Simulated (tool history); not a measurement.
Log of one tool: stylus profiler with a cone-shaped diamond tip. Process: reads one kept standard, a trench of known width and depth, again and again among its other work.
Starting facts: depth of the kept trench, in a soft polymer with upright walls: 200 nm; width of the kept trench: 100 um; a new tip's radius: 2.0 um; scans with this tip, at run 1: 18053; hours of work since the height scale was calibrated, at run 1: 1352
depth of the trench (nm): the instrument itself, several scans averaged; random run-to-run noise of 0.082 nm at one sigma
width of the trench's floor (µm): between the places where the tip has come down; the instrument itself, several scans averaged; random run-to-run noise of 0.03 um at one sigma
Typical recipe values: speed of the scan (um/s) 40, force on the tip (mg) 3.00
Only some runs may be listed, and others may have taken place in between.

run    hour  speed of the scan (um/s)  force on the tip (mg)  scans with this tip  hours of work since the height scale was calibrated  depth of the trench (nm)  width of the trench's floor (µm)
  1     0.0                        40                   3.00                18053                                                 1352                    202.11                             98.19
  2    34.4                        40                   3.00                18315                                                 1372                    202.11                             98.08
  3    80.3                        40                   3.00                18665                                                 1398                    202.18                             98.13
  4   115.1                        40                   3.00                18930                                                 1418                    202.13                             98.11
  5   156.6                        40                   1.96                19246                                                 1441                    201.42                             98.10
  6   212.9                        40                   3.00                19675                                                 1473                    202.09                             98.17
  7   240.2                        40                   3.00                19883                                                 1489                    202.07                             98.11
  8   300.8                        40                   1.11                20344                                                 1524                    201.19                             98.07
  9   359.5                        40                   1.11                20792                                                 1557                    201.02                             98.11
 10   396.2                        40                   1.12                21071                                                 1578                    201.16                             98.00
 11   429.7                        40                   1.12                21327                                                 1597                    201.12                             98.09
 12   477.4                        40                   3.00                21690                                                 1624                    202.08                             98.14
 13   531.6                        40                   3.00                22103                                                 1655                    202.06                             98.10
 14   578.4                        40                   3.00                22460                                                 1682                    202.09                             98.15
 15   610.8                        40                   3.00                22706                                                 1701                    202.18                             98.12
 16   670.8                        40                   3.00                23163                                                 1735                    202.06                             98.14
 17   701.9                        40                   3.00                23400                                                 1752                    202.08                             98.12
 18   746.9                        40                   3.00                23743                                                 1778                    202.15                             98.10
 19   783.3                        40                   3.00                24020                                                 1799                    202.17                             98.14
 20   841.8                        53                   3.00                24466                                                 1832                    201.98                             98.13
 21   871.3                        40                   2.14                24691                                                 1849                    201.67                             98.15
 22   919.2                        88                   6.49                25055                                                 1876                    203.61                             98.07
 23   975.7                        40                   3.02                25486                                                 1909                    202.05                             98.14
 24  1019.5                        25                   7.23                25819                                                 1934                    203.73                             98.18
 25  1063.9                        25                   6.05                26158                                                 1959                    203.35                             98.17
 26  1116.0                        25                   6.05                26554                                                 1989                    203.32                             98.17
 27  1146.4                        40                   4.69                26786                                                 2006                    202.81                             98.16
 28  1194.3                       101                   3.00                27151                                                 2033                    202.10                             97.98
 29  1225.2                        62                   4.80                27386                                                 2051                    202.98                             98.12
 30  1272.1                        90                   3.00                27743                                                 2078                    202.18                             98.02
 31  1310.8                        38                   3.26                28039                                                 2100                    202.24                             98.14
 32  1347.7                       108                   3.43                28320                                                 2121                    202.34                             97.95
 33  1400.5                        40                   2.58                28722                                                 2151                    201.96                             98.13
 34  1454.4                        43                   3.54                29133                                                 2182                    202.48                             98.13
 35  1512.6                        55                   3.62                29576                                                 2215                    202.42                             98.14
 36  1551.3                        97                   6.67                29870                                                 2237                    203.83                             98.08

4 options for the next run, each taken on its own from the tool as it stands now. Forecast them:
  A  1586.3                        45                   1.06                30137                                                 2257                         ?                                 ?
  B  1586.3                       116                   6.82                30137                                                 2257                         ?                                 ?
  C  1586.3                        18                   6.67                30137                                                 2257                         ?                                 ?
  D  1586.3                        40                   2.16                30137                                                 2257                         ?                                 ?

run  depth of the trench (nm)  width of the trench's floor (µm)
  A                    201.07                             98.05
  B                    203.67                             98.07
  C                    203.78                             98.21
  D                    201.49                             98.09
With no hidden state in the tool, these same runs would have given:
run  depth of the trench (nm)  width of the trench's floor (µm)
  A                    201.12                             98.07
  B                    203.72                             98.09
  C                    203.83                             98.23
  D                    201.55                             98.12
